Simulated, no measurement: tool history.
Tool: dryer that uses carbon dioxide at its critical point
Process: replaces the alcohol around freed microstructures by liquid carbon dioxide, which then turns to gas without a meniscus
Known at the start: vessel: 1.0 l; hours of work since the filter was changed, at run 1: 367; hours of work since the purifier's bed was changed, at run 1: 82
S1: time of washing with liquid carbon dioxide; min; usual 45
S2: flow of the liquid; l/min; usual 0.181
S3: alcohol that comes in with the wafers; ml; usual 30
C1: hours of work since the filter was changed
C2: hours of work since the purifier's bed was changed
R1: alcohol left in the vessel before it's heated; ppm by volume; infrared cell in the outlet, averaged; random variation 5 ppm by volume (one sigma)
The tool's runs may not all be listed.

| run | day | S1 | S2 | S3 | C1 | C2 | R1 |
|---|---|---|---|---|---|---|---|
| 1 | 0.000 | 45 | 0.181 | 30 | 367 | 82 | 35 |
| 2 | 0.646 | 46 | 0.181 | 30 | 378 | 93 | 32 |
| 3 | 1.429 | 46 | 0.181 | 31 | 391 | 106 | 35 |
| 4 | 2.258 | 46 | 0.181 | 31 | 405 | 120 | 35 |
| 5 | 2.783 | 45 | 0.181 | 30 | 414 | 129 | 46 |
| 6 | 3.396 | 45 | 0.147 | 30 | 424 | 140 | 114 |
| 7 | 3.879 | 45 | 0.147 | 30 | 432 | 148 | 126 |
| 8 | 4.529 | 45 | 0.147 | 30 | 443 | 159 | 131 |
| 9 | 5.108 | 45 | 0.147 | 30 | 453 | 169 | 129 |
|  | 5.438 | inlet filter changed |
| 10 | 5.788 | 45 | 0.147 | 30 | 6 | 179 | 78 |
| 11 | 6.575 | 45 | 0.147 | 30 | 19 | 193 | 87 |
| 12 | 7.296 | 45 | 0.147 | 30 | 31 | 205 | 81 |
| 13 | 8.133 | 45 | 0.147 | 30 | 46 | 219 | 75 |
| 14 | 8.667 | 71 | 0.147 | 23 | 55 | 228 | 33 |
| 15 | 9.312 | 45 | 0.156 | 92 | 66 | 239 | 139 |
| 16 | 10.158 | 69 | 0.181 | 28 | 80 | 253 | 29 |
| 17 | 10.896 | 45 | 0.252 | 116 | 93 | 266 | 28 |
| 18 | 11.408 | 45 | 0.252 | 116 | 101 | 275 | 35 |
| 19 | 11.817 | 71 | 0.115 | 66 | 108 | 282 | 53 |
| 20 | 12.533 | 71 | 0.279 | 22 | 120 | 294 | 32 |
| 21 | 13.204 | 42 | 0.154 | 66 | 132 | 305 | 188 |
| 22 | 13.788 | 51 | 0.181 | 43 | 142 | 315 | 44 |
| 23 | 14.492 | 45 | 0.216 | 30 | 153 | 327 | 42 |
| 24 | 15.204 | 45 | 0.194 | 52 | 166 | 339 | 53 |
| 25 | 15.862 | 45 | 0.194 | 52 | 177 | 350 | 45 |

Measured less the same run without the tool's hidden state. The same run-to-run variation is in both; the gauge's scatter may not be:
The hidden state here: flow that reaches the vessel past the clogged filter, %; alcohol in the recycled carbon dioxide, ppm; drift of the gauge itself on alcohol_ppm, %.
| run | R1 |
|---|---|
| 1 | +22 |
| 2 | +21 |
| 3 | +24 |
| 4 | +26 |
| 5 | +28 |
| 6 | +69 |
| 7 | +72 |
| 8 | +77 |
| 9 | +80 |
| 10 | +20 |
| 11 | +23 |
| 12 | +25 |
| 13 | +28 |
| 14 | +22 |
| 15 | +40 |
| 16 | +25 |
| 17 | +25 |
| 18 | +27 |
| 19 | +34 |
| 20 | +28 |
| 21 | +66 |
| 22 | +32 |
| 23 | +33 |
| 24 | +38 |
| 25 | +39 |

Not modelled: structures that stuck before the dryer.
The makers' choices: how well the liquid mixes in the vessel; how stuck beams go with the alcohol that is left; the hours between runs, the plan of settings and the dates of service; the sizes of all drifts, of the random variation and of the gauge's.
